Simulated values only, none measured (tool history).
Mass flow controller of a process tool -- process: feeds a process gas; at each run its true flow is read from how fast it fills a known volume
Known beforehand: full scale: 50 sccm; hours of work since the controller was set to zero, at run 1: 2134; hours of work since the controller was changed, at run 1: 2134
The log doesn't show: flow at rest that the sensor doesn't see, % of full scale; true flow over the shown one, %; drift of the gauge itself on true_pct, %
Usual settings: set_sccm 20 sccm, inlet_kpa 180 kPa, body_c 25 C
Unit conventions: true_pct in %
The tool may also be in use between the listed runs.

run	hour	set_sccm	inlet_kpa	body_c	hours of work since the controller was set to zero	hours of work since the controller was changed	true_pct
1	0.0	20	180	25	2134	2134	99.62
2	140.1	20	180	25	2200	2200	99.59
3	311.7	20	180	25	2280	2280	99.66
4	475.4	28	180	25	2356	2356	99.61
5	613.0	28	180	25	2420	2420	99.61
6	818.5	20	164	25	2516	2516	99.50
7	1058.2	20	164	25	2627	2627	99.53
8	1249.6	20	164	25	2716	2716	99.56
9	1440.4	27	153	26	2805	2805	99.48
10	1646.5	20	173	33	2901	2901	100.35
11	1902.8	20	160	36	3020	3020	100.60
12	2141.0	20	160	36	3131	3131	100.60
13	2281.7	20	160	36	3197	3197	100.59

Same runs, no hidden state in the tool, same run-to-run variation:
run	true_pct
1	99.65
2	99.62
3	99.69
4	99.79
5	99.79
6	99.53
7	99.56
8	99.60
9	99.68
10	100.38
11	100.64
12	100.64
13	100.63
